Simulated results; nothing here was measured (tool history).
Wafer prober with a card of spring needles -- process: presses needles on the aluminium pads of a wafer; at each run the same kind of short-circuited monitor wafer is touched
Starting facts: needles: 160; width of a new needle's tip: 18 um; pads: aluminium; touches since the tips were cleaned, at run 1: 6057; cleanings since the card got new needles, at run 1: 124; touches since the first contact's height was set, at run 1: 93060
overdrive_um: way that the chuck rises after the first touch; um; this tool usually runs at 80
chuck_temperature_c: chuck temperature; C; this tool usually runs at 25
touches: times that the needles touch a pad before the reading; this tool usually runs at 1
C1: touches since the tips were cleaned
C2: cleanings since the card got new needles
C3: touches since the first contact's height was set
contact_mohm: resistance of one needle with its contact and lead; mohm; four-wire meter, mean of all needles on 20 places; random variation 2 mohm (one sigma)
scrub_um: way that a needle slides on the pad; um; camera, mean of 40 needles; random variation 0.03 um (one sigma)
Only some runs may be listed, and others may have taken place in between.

{"run": 1, "day": 0.0, "overdrive_um": 80, "chuck_temperature_c": 25, "touches": 1, "C1": 6057, "C2": 124, "C3": 93060, "contact_mohm": 272, "scrub_um": 19.51}
{"day": 0.117, "done": "tips cleaned on abrasive film"}
{"day": 0.562, "done": "tips cleaned on abrasive film"}
{"day": 1.117, "done": "tips cleaned on abrasive film"}
{"day": 1.562, "done": "tips cleaned on abrasive film"}
{"day": 2.012, "done": "tips cleaned on abrasive film"}
{"day": 2.458, "done": "tips cleaned on abrasive film"}
{"day": 3.012, "done": "tips cleaned on abrasive film"}
{"run": 2, "day": 3.367, "overdrive_um": 80, "chuck_temperature_c": 25, "touches": 1, "C1": 6193, "C2": 131, "C3": 151457, "contact_mohm": 271, "scrub_um": 19.38}
{"day": 3.483, "done": "tips cleaned on abrasive film"}
{"day": 4.042, "done": "tips cleaned on abrasive film"}
{"day": 4.596, "done": "tips cleaned on abrasive film"}
{"day": 5.154, "done": "tips cleaned on abrasive film"}
{"day": 5.712, "done": "tips cleaned on abrasive film"}
{"day": 6.158, "done": "tips cleaned on abrasive film"}
{"day": 6.171, "done": "height of the first contact set anew"}
{"run": 3, "day": 6.438, "overdrive_um": 80, "chuck_temperature_c": 25, "touches": 1, "C1": 4713, "C2": 137, "C3": 4713, "contact_mohm": 264, "scrub_um": 19.57}
{"day": 6.667, "done": "tips cleaned on abrasive film"}
{"day": 7.221, "done": "tips cleaned on abrasive film"}
{"day": 7.779, "done": "tips cleaned on abrasive film"}
{"day": 8.225, "done": "tips cleaned on abrasive film"}
{"day": 8.671, "done": "tips cleaned on abrasive film"}
{"day": 9.229, "done": "tips cleaned on abrasive film"}
{"day": 9.675, "done": "tips cleaned on abrasive film"}
{"day": 10.121, "done": "tips cleaned on abrasive film"}
{"day": 10.679, "done": "tips cleaned on abrasive film"}
{"run": 4, "day": 10.758, "overdrive_um": 80, "chuck_temperature_c": 113, "touches": 1, "C1": 1388, "C2": 146, "C3": 79571, "contact_mohm": 262, "scrub_um": 19.52}
{"day": 11.204, "done": "tips cleaned on abrasive film"}
{"day": 11.762, "done": "tips cleaned on abrasive film"}
{"day": 12.317, "done": "tips cleaned on abrasive film"}
{"run": 5, "day": 12.742, "overdrive_um": 80, "chuck_temperature_c": 113, "touches": 1, "C1": 7421, "C2": 149, "C3": 114059, "contact_mohm": 288, "scrub_um": 19.5}
{"day": 12.858, "done": "tips cleaned on abrasive film"}
{"day": 13.304, "done": "tips cleaned on abrasive film"}
{"day": 13.858, "done": "tips cleaned on abrasive film"}
{"day": 14.417, "done": "tips cleaned on abrasive film"}
{"day": 14.862, "done": "tips cleaned on abrasive film"}
{"day": 15.421, "done": "tips cleaned on abrasive film"}
{"day": 15.867, "done": "tips cleaned on abrasive film"}
{"day": 16.312, "done": "tips cleaned on abrasive film"}
{"run": 6, "day": 16.6, "overdrive_um": 80, "chuck_temperature_c": 113, "touches": 1, "C1": 5033, "C2": 157, "C3": 180962, "contact_mohm": 290, "scrub_um": 19.36}
{"day": 16.825, "done": "tips cleaned on abrasive film"}
{"day": 17.271, "done": "tips cleaned on abrasive film"}
{"day": 17.721, "done": "tips cleaned on abrasive film"}
{"day": 17.733, "done": "height of the first contact set anew"}
{"day": 18.179, "done": "tips cleaned on abrasive film"}
{"day": 18.625, "done": "tips cleaned on abrasive film"}
{"day": 19.179, "done": "tips cleaned on abrasive film"}
{"day": 19.629, "done": "tips cleaned on abrasive film"}
{"day": 20.075, "done": "tips cleaned on abrasive film"}
{"day": 20.629, "done": "tips cleaned on abrasive film"}
{"run": 7, "day": 20.825, "overdrive_um": 80, "chuck_temperature_c": 113, "touches": 1, "C1": 3385, "C2": 166, "C3": 53654, "contact_mohm": 281, "scrub_um": 19.52}
{"day": 21.158, "done": "tips cleaned on abrasive film"}
{"day": 21.717, "done": "tips cleaned on abrasive film"}
{"day": 22.275, "done": "tips cleaned on abrasive film"}
{"day": 22.721, "done": "tips cleaned on abrasive film"}
{"day": 23.167, "done": "tips cleaned on abrasive film"}
{"run": 8, "day": 23.183, "overdrive_um": 80, "chuck_temperature_c": 113, "touches": 1, "C1": 282, "C2": 171, "C3": 94539, "contact_mohm": 253, "scrub_um": 19.48}
{"day": 23.629, "done": "tips cleaned on abrasive film"}
{"day": 24.075, "done": "tips cleaned on abrasive film"}
{"day": 24.633, "done": "tips cleaned on abrasive film"}
{"run": 9, "day": 24.988, "overdrive_um": 80, "chuck_temperature_c": 113, "touches": 1, "C1": 6226, "C2": 174, "C3": 125901, "contact_mohm": 290, "scrub_um": 19.46}
{"day": 25.104, "done": "tips cleaned on abrasive film"}
{"day": 25.662, "done": "tips cleaned on abrasive film"}
{"day": 26.217, "done": "tips cleaned on abrasive film"}
{"day": 26.662, "done": "tips cleaned on abrasive film"}
{"day": 27.221, "done": "tips cleaned on abrasive film"}
{"run": 10, "day": 27.658, "overdrive_um": 80, "chuck_temperature_c": 25, "touches": 1, "C1": 7639, "C2": 179, "C3": 172207, "contact_mohm": 285, "scrub_um": 19.4}
{"day": 27.771, "done": "tips cleaned on abrasive film"}
{"day": 28.329, "done": "tips cleaned on abrasive film"}
{"day": 28.888, "done": "tips cleaned on abrasive film"}
{"day": 29.229, "done": "height of the first contact set anew"}
{"day": 29.346, "done": "tips cleaned on abrasive film"}
{"day": 29.904, "done": "tips cleaned on abrasive film"}
{"run": 11, "day": 30.0, "overdrive_um": 80, "chuck_temperature_c": 25, "touches": 1, "C1": 1699, "C2": 184, "C3": 13300, "contact_mohm": 250, "scrub_um": 19.61}
{"day": 30.446, "done": "tips cleaned on abrasive film"}
{"day": 30.892, "done": "tips cleaned on abrasive film"}
{"day": 31.338, "done": "tips cleaned on abrasive film"}
{"day": 31.896, "done": "tips cleaned on abrasive film"}
{"day": 32.454, "done": "tips cleaned on abrasive film"}
{"day": 32.9, "done": "tips cleaned on abrasive film"}
{"day": 33.454, "done": "tips cleaned on abrasive film"}
{"run": 12, "day": 33.629, "overdrive_um": 80, "chuck_temperature_c": 25, "touches": 1, "C1": 3029, "C2": 191, "C3": 76265, "contact_mohm": 261, "scrub_um": 19.53}
{"day": 33.967, "done": "tips cleaned on abrasive film"}
{"day": 34.521, "done": "tips cleaned on abrasive film"}
{"day": 34.967, "done": "tips cleaned on abrasive film"}
{"day": 35.525, "done": "tips cleaned on abrasive film"}
{"day": 35.971, "done": "tips cleaned on abrasive film"}
{"run": 13, "day": 36.067, "overdrive_um": 80, "chuck_temperature_c": 25, "touches": 3, "C1": 1643, "C2": 196, "C3": 118511, "contact_mohm": 234, "scrub_um": 19.4}
{"day": 36.512, "done": "tips cleaned on abrasive film"}
{"day": 37.071, "done": "tips cleaned on abrasive film"}
{"day": 37.517, "done": "tips cleaned on abrasive film"}
{"day": 38.071, "done": "tips cleaned on abrasive film"}
{"day": 38.629, "done": "tips cleaned on abrasive film"}
{"run": 14, "day": 38.75, "overdrive_um": 80, "chuck_temperature_c": 72, "touches": 2, "C1": 2146, "C2": 201, "C3": 165126, "contact_mohm": 256, "scrub_um": 19.36}
{"day": 39.088, "done": "tips cleaned on abrasive film"}
{"day": 39.646, "done": "tips cleaned on abrasive film"}
{"day": 40.092, "done": "tips cleaned on abrasive film"}
{"day": 40.65, "done": "tips cleaned on abrasive film"}
{"day": 40.771, "done": "height of the first contact set anew"}
{"day": 41.108, "done": "tips cleaned on abrasive film"}
{"run": 15, "day": 41.108, "overdrive_um": 80, "chuck_temperature_c": 48, "touches": 1, "C1": 0, "C2": 206, "C3": 5848, "contact_mohm": 235, "scrub_um": 19.62}
{"day": 41.667, "done": "tips cleaned on abrasive film"}
{"day": 42.225, "done": "tips cleaned on abrasive film"}
{"day": 42.671, "done": "tips cleaned on abrasive film"}
{"day": 43.117, "done": "tips cleaned on abrasive film"}
{"day": 43.675, "done": "tips cleaned on abrasive film"}
{"day": 44.121, "done": "tips cleaned on abrasive film"}
{"run": 16, "day": 44.454, "overdrive_um": 100, "chuck_temperature_c": 25, "touches": 1, "C1": 5853, "C2": 212, "C3": 63898, "contact_mohm": 258, "scrub_um": 24.42}
{"day": 44.567, "done": "tips cleaned on abrasive film"}
{"day": 45.125, "done": "tips cleaned on abrasive film"}
{"day": 45.571, "done": "tips cleaned on abrasive film"}
{"day": 46.017, "done": "tips cleaned on abrasive film"}
{"day": 46.575, "done": "tips cleaned on abrasive film"}
{"day": 47.021, "done": "tips cleaned on abrasive film"}
{"day": 47.579, "done": "tips cleaned on abrasive film"}
{"day": 48.025, "done": "tips cleaned on abrasive film"}
{"run": 17, "day": 48.192, "overdrive_um": 100, "chuck_temperature_c": 25, "touches": 1, "C1": 2919, "C2": 220, "C3": 128681, "contact_mohm": 245, "scrub_um": 24.3}
{"day": 48.529, "done": "tips cleaned on abrasive film"}
{"day": 48.975, "done": "tips cleaned on abrasive film"}
{"day": 49.529, "done": "tips cleaned on abrasive film"}
{"day": 50.088, "done": "tips cleaned on abrasive film"}
{"day": 50.533, "done": "tips cleaned on abrasive film"}
{"run": 18, "day": 50.708, "overdrive_um": 92, "chuck_temperature_c": 102, "touches": 1, "C1": 3062, "C2": 225, "C3": 172345, "contact_mohm": 264, "scrub_um": 22.31}
{"day": 51.046, "done": "tips cleaned on abrasive film"}
{"day": 51.492, "done": "tips cleaned on abrasive film"}
{"day": 51.938, "done": "tips cleaned on abrasive film"}
{"day": 52.283, "done": "height of the first contact set anew"}
{"day": 52.396, "done": "tips cleaned on abrasive film"}
{"day": 52.954, "done": "tips cleaned on abrasive film"}
{"run": 19, "day": 53.025, "overdrive_um": 92, "chuck_temperature_c": 102, "touches": 1, "C1": 1263, "C2": 230, "C3": 12864, "contact_mohm": 258, "scrub_um": 22.59}
{"day": 53.471, "done": "tips cleaned on abrasive film"}
{"day": 53.921, "done": "tips cleaned on abrasive film"}
{"day": 54.367, "done": "tips cleaned on abrasive film"}
{"day": 54.812, "done": "tips cleaned on abrasive film"}
{"day": 55.258, "done": "tips cleaned on abrasive film"}
{"day": 55.817, "done": "tips cleaned on abrasive film"}
{"day": 56.262, "done": "tips cleaned on abrasive film"}
{"day": 56.708, "done": "tips cleaned on abrasive film"}
{"day": 57.154, "done": "tips cleaned on abrasive film"}
{"run": 20, "day": 57.292, "overdrive_um": 67, "chuck_temperature_c": 25, "touches": 2, "C1": 2398, "C2": 239, "C3": 86799, "contact_mohm": 257, "scrub_um": 16.28}
{"day": 57.629, "done": "tips cleaned on abrasive film"}
{"day": 58.183, "done": "tips cleaned on abrasive film"}
{"day": 58.742, "done": "tips cleaned on abrasive film"}
{"day": 59.188, "done": "tips cleaned on abrasive film"}
{"day": 59.633, "done": "tips cleaned on abrasive film"}
{"run": 21, "day": 59.742, "overdrive_um": 67, "chuck_temperature_c": 25, "touches": 2, "C1": 1884, "C2": 244, "C3": 129287, "contact_mohm": 258, "scrub_um": 16.24}

Consider 4 possible next runs. They are alternatives, not a sequence: every one starts from the tool as it was left by run 21. What does each give?
{"day": 60.188, "done": "tips cleaned on abrasive film"}
{"day": 60.633, "done": "tips cleaned on abrasive film"}
{"day": 61.079, "done": "tips cleaned on abrasive film"}
{"day": 61.638, "done": "tips cleaned on abrasive film"}
{"run": "A", "day": 61.821, "overdrive_um": 67, "chuck_temperature_c": 27, "touches": 2, "C1": 3188, "C2": 248, "C3": 165343, "contact_mohm": "?", "scrub_um": "?"}
{"day": 60.188, "done": "tips cleaned on abrasive film"}
{"day": 60.633, "done": "tips cleaned on abrasive film"}
{"day": 61.079, "done": "tips cleaned on abrasive film"}
{"day": 61.638, "done": "tips cleaned on abrasive film"}
{"run": "B", "day": 61.821, "overdrive_um": 70, "chuck_temperature_c": 49, "touches": 2, "C1": 3188, "C2": 248, "C3": 165343, "contact_mohm": "?", "scrub_um": "?"}
{"day": 60.188, "done": "tips cleaned on abrasive film"}
{"day": 60.633, "done": "tips cleaned on abrasive film"}
{"day": 61.079, "done": "tips cleaned on abrasive film"}
{"day": 61.638, "done": "tips cleaned on abrasive film"}
{"run": "C", "day": 61.821, "overdrive_um": 71, "chuck_temperature_c": 33, "touches": 1, "C1": 3188, "C2": 248, "C3": 165343, "contact_mohm": "?", "scrub_um": "?"}
{"day": 60.188, "done": "tips cleaned on abrasive film"}
{"day": 60.633, "done": "tips cleaned on abrasive film"}
{"day": 61.079, "done": "tips cleaned on abrasive film"}
{"day": 61.638, "done": "tips cleaned on abrasive film"}
{"run": "D", "day": 61.821, "overdrive_um": 87, "chuck_temperature_c": 119, "touches": 2, "C1": 3188, "C2": 248, "C3": 165343, "contact_mohm": "?", "scrub_um": "?"}

run=A contact_mohm=258 scrub_um=16.21
run=B contact_mohm=261 scrub_um=16.95
run=C contact_mohm=275 scrub_um=17.13
run=D contact_mohm=265 scrub_um=21.06
Without the tool's hidden state the same runs would have given:
run=A contact_mohm=225 scrub_um=16.45
run=B contact_mohm=231 scrub_um=17.19
run=C contact_mohm=228 scrub_um=17.37
run=D contact_mohm=246 scrub_um=21.31

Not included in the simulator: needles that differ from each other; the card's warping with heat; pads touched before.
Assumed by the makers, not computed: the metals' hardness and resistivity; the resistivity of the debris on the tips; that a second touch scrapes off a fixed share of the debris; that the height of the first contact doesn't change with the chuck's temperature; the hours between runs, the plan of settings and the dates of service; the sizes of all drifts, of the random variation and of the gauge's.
